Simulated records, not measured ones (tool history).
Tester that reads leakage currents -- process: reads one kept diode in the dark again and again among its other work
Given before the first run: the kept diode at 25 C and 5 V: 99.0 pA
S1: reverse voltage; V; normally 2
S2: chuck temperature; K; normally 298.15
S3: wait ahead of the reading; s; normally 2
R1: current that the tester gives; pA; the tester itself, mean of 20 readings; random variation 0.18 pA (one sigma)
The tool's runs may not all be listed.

{"run": 1, "hour": 0.0, "S1": 2, "S2": 298.15, "S3": 2, "R1": 64.83}
{"run": 2, "hour": 38.9, "S1": 2, "S2": 298.15, "S3": 6.17, "R1": 65.37}
{"run": 3, "hour": 78.6, "S1": 10.85, "S2": 298.15, "S3": 2, "R1": 187.47}
{"run": 4, "hour": 101.8, "S1": 10.85, "S2": 321.15, "S3": 2, "R1": 1051.55}
{"run": 5, "hour": 136.3, "S1": 2, "S2": 311.15, "S3": 2, "R1": 186.21}
{"run": 6, "hour": 185.6, "S1": 6.48, "S2": 298.15, "S3": 2, "R1": 137.94}
{"run": 7, "hour": 223.4, "S1": 6.48, "S2": 298.15, "S3": 2, "R1": 138.86}
{"run": 8, "hour": 265.2, "S1": 6.48, "S2": 298.15, "S3": 2, "R1": 140.36}
{"run": 9, "hour": 293.1, "S1": 3.06, "S2": 298.15, "S3": 2, "R1": 88.43}
{"run": 10, "hour": 325.8, "S1": 2, "S2": 298.15, "S3": 2, "R1": 68.67}
{"hour": 348.8, "done": "probe card cleaned and baked"}
{"run": 11, "hour": 354.7, "S1": 2, "S2": 298.15, "S3": 2, "R1": 63.19}
{"run": 12, "hour": 397.7, "S1": 2, "S2": 322.15, "S3": 2, "R1": 434.17}
{"run": 13, "hour": 419.6, "S1": 2, "S2": 298.15, "S3": 2, "R1": 64.15}
{"run": 14, "hour": 463.9, "S1": 2, "S2": 298.15, "S3": 2, "R1": 64.72}
{"run": 15, "hour": 494.9, "S1": 2, "S2": 325.15, "S3": 2, "R1": 550.12}
{"run": 16, "hour": 537.2, "S1": 16.44, "S2": 296.15, "S3": 2, "R1": 186.33}
{"run": 17, "hour": 573.9, "S1": 16.44, "S2": 296.15, "S3": 2, "R1": 188.26}
{"run": 18, "hour": 621.8, "S1": 16.32, "S2": 301.15, "S3": 1.01, "R1": 288.57}
{"run": 19, "hour": 655.8, "S1": 1.16, "S2": 298.15, "S3": 2, "R1": 49.12}
{"run": 20, "hour": 700.2, "S1": 2, "S2": 294.15, "S3": 2, "R1": 47.8}
{"run": 21, "hour": 737.0, "S1": 2, "S2": 321.15, "S3": 2, "R1": 425.81}
{"run": 22, "hour": 784.3, "S1": 2, "S2": 321.15, "S3": 2, "R1": 428.22}
{"run": 23, "hour": 814.1, "S1": 17.6, "S2": 297.15, "S3": 6.13, "R1": 224.12}
{"run": 24, "hour": 848.4, "S1": 14.08, "S2": 312.15, "S3": 2, "R1": 665.68}
{"run": 25, "hour": 883.3, "S1": 2, "S2": 300.15, "S3": 0.31, "R1": 83.46}
{"run": 26, "hour": 920.7, "S1": 2, "S2": 300.15, "S3": 0.31, "R1": 83.65}
{"run": 27, "hour": 965.8, "S1": 2.18, "S2": 300.15, "S3": 0.31, "R1": 88.29}
{"run": 28, "hour": 1001.4, "S1": 2.18, "S2": 300.15, "S3": 0.31, "R1": 89.01}
{"run": 29, "hour": 1025.4, "S1": 7.06, "S2": 300.15, "S3": 0.31, "R1": 177.55}

Alternative continuations, all from the tool just after run 29; predict every row:
{"hour": 1042.1, "done": "chuck's temperature calibrated"}
{"run": "A", "hour": 1050.9, "S1": 3.25, "S2": 298.15, "S3": 2, "R1": "?"}
{"hour": 1042.1, "done": "chuck's temperature calibrated"}
{"run": "B", "hour": 1050.9, "S1": 14.41, "S2": 321.15, "S3": 9.46, "R1": "?"}
{"hour": 1042.1, "done": "chuck's temperature calibrated"}
{"run": "C", "hour": 1050.9, "S1": 2, "S2": 323.15, "S3": 0.5, "R1": "?"}
{"hour": 1042.1, "done": "chuck's temperature calibrated"}
{"run": "D", "hour": 1050.9, "S1": 2, "S2": 299.15, "S3": 2, "R1": "?"}

run=A R1=80.53
run=B R1=1187.62
run=C R1=441.37
run=D R1=66.09
Take away the tool's hidden state, keep each run's random variation, and the runs would have read:
run=A R1=77.76
run=B R1=1169.14
run=C R1=436.74
run=D R1=64.25

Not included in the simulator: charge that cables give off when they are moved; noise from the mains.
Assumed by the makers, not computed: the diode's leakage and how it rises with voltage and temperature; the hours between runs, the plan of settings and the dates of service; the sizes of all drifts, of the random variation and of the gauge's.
